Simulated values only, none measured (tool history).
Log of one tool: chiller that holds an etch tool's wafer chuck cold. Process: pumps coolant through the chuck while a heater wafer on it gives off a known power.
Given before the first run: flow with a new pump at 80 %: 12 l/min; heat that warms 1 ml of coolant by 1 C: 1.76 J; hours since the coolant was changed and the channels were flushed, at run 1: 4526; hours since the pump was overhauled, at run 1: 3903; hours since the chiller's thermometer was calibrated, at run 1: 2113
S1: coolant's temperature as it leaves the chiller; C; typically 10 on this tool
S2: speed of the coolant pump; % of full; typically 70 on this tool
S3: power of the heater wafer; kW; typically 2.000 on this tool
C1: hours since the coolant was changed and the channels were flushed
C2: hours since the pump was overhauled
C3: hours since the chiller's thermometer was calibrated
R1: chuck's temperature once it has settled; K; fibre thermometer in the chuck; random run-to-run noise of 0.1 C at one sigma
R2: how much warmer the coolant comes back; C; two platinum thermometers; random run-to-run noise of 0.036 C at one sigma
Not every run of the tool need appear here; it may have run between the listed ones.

{"run": 1, "day": 0.0, "S1": 10, "S2": 70, "S3": 2.0, "C1": 4526, "C2": 3903, "C3": 2113, "R1": 316.55, "R2": 7.23}
{"run": 2, "day": 4.321, "S1": 10, "S2": 70, "S3": 2.0, "C1": 4630, "C2": 4006, "C3": 2217, "R1": 316.65, "R2": 7.28}
{"run": 3, "day": 9.992, "S1": 10, "S2": 70, "S3": 1.62, "C1": 4766, "C2": 4142, "C3": 2353, "R1": 310.45, "R2": 5.92}
{"run": 4, "day": 15.804, "S1": 10, "S2": 70, "S3": 1.62, "C1": 4905, "C2": 4282, "C3": 2492, "R1": 310.95, "R2": 5.96}
{"run": 5, "day": 19.012, "S1": 10, "S2": 70, "S3": 1.62, "C1": 4982, "C2": 4359, "C3": 2569, "R1": 310.85, "R2": 5.94}
{"run": 6, "day": 23.758, "S1": 10, "S2": 70, "S3": 2.0, "C1": 5096, "C2": 4473, "C3": 2683, "R1": 317.45, "R2": 7.38}
{"run": 7, "day": 28.433, "S1": 10, "S2": 70, "S3": 1.13, "C1": 5208, "C2": 4585, "C3": 2795, "R1": 302.85, "R2": 4.21}
{"day": 32.412, "done": "coolant changed, channels flushed"}
{"run": 8, "day": 33.033, "S1": 10, "S2": 70, "S3": 1.13, "C1": 15, "C2": 4689, "C3": 2900, "R1": 300.65, "R2": 4.2}
{"run": 9, "day": 38.183, "S1": 10, "S2": 70, "S3": 1.13, "C1": 139, "C2": 4813, "C3": 3024, "R1": 300.65, "R2": 4.24}
{"run": 10, "day": 42.746, "S1": 10, "S2": 70, "S3": 1.13, "C1": 248, "C2": 4922, "C3": 3133, "R1": 300.95, "R2": 4.23}
{"run": 11, "day": 47.742, "S1": 10, "S2": 78, "S3": 2.0, "C1": 368, "C2": 5042, "C3": 3253, "R1": 311.35, "R2": 6.69}
{"run": 12, "day": 52.267, "S1": 10, "S2": 64, "S3": 2.0, "C1": 476, "C2": 5151, "C3": 3361, "R1": 316.65, "R2": 8.19}
{"run": 13, "day": 57.671, "S1": 4, "S2": 92, "S3": 1.626, "C1": 606, "C2": 5281, "C3": 3491, "R1": 297.85, "R2": 4.56}
{"run": 14, "day": 63.229, "S1": 4, "S2": 92, "S3": 1.626, "C1": 740, "C2": 5414, "C3": 3625, "R1": 297.85, "R2": 4.7}

For run 15, what comes out?
{"run": 15, "day": 66.95, "S1": 7, "S2": 97, "S3": 1.626, "C1": 829, "C2": 5503, "C3": 3714, "R1": "?", "R2": "?"}

{"run 15": {"R1": 300.15, "R2": 4.35}}
With no hidden state in the tool, this same run would have given R1 296.85 K, R2 3.74 C.
